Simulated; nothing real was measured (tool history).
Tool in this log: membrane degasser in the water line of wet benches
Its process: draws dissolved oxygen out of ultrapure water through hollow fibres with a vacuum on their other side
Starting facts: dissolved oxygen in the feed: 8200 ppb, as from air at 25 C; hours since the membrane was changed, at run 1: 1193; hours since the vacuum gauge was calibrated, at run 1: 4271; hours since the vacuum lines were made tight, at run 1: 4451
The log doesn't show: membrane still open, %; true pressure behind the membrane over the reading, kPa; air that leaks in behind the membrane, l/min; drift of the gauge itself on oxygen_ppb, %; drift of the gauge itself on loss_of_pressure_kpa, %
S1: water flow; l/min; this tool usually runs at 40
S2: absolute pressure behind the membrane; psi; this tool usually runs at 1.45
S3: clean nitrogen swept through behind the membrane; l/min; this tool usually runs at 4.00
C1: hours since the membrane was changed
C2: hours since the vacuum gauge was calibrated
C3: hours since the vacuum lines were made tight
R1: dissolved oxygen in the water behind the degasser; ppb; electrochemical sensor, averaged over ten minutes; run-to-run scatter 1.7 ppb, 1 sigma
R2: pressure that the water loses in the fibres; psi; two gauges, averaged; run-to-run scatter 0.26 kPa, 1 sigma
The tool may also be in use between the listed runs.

| run | hour | S1 | S2 | S3 | C1 | C2 | C3 | R1 | R2 |
|---|---|---|---|---|---|---|---|---|---|
| 1 | 0.0 | 40 | 1.45 | 4.00 | 1193 | 4271 | 4451 | 197.2 | 10.111 |
| 2 | 42.2 | 40 | 1.45 | 4.00 | 1235 | 4313 | 4493 | 194.7 | 10.119 |
| 3 | 62.3 | 40 | 1.45 | 4.00 | 1255 | 4333 | 4513 | 194.2 | 10.154 |
| 4 | 93.8 | 40 | 1.77 | 4.00 | 1286 | 4365 | 4545 | 242.6 | 10.157 |
| 5 | 134.7 | 40 | 1.03 | 4.00 | 1327 | 4405 | 4586 | 127.0 | 10.182 |
| 6 | 161.0 | 40 | 1.03 | 4.00 | 1354 | 4432 | 4612 | 130.5 | 10.135 |
| 7 | 191.6 | 40 | 1.03 | 4.00 | 1384 | 4462 | 4643 | 127.5 | 10.203 |
| 8 | 231.2 | 40 | 1.45 | 4.00 | 1424 | 4502 | 4682 | 194.0 | 10.160 |
| 9 | 260.2 | 47 | 1.45 | 4.00 | 1453 | 4531 | 4711 | 228.4 | 12.016 |
| 10 | 283.1 | 47 | 1.45 | 4.00 | 1476 | 4554 | 4734 | 235.8 | 11.915 |
| 11 | 316.3 | 40 | 1.45 | 4.38 | 1509 | 4587 | 4767 | 181.4 | 10.169 |
| 12 | 360.4 | 49 | 0.91 | 3.25 | 1553 | 4631 | 4812 | 161.9 | 12.515 |
| 13 | 404.4 | 46 | 1.60 | 4.70 | 1597 | 4675 | 4856 | 223.0 | 11.647 |
| 14 | 439.3 | 55 | 1.60 | 4.13 | 1632 | 4710 | 4890 | 300.7 | 13.924 |
| 15 | 476.2 | 42 | 1.12 | 4.00 | 1669 | 4747 | 4927 | 152.0 | 10.691 |
| 16 | 518.1 | 42 | 1.12 | 4.00 | 1711 | 4789 | 4969 | 149.4 | 10.636 |
| 17 | 542.5 | 42 | 1.12 | 4.00 | 1735 | 4813 | 4994 | 150.9 | 10.692 |
| 18 | 579.6 | 42 | 1.12 | 4.00 | 1772 | 4850 | 5031 | 151.7 | 10.720 |
| 19 | 624.8 | 49 | 1.04 | 4.00 | 1817 | 4895 | 5076 | 169.6 | 12.441 |
| 20 | 651.8 | 56 | 1.45 | 4.68 | 1844 | 4922 | 5103 | 252.5 | 14.264 |
| 21 | 685.3 | 56 | 1.45 | 4.68 | 1878 | 4956 | 5136 | 255.4 | 14.201 |

Below, some changes in R1 between adjacent runs. For each, the amount present without the hidden state too (settings, incoming material, random variation) and the amount remaining for the hidden state with gauge scatter not shared by both compared results:
Run 4 -> 5: S2 1.77 -> 1.03. R1 -115.6 ppb: hidden state -0.4, all else -115.2.
Run 13 -> 14: S1 46 -> 55, S3 4.70 -> 4.13. R1 +77.7 ppb: hidden state +0.7, all else +77.0.
Run 14 -> 15: S1 55 -> 42, S2 1.60 -> 1.12, S3 4.13 -> 4.00. R1 -148.7 ppb: hidden state -0.9, all else -147.8.
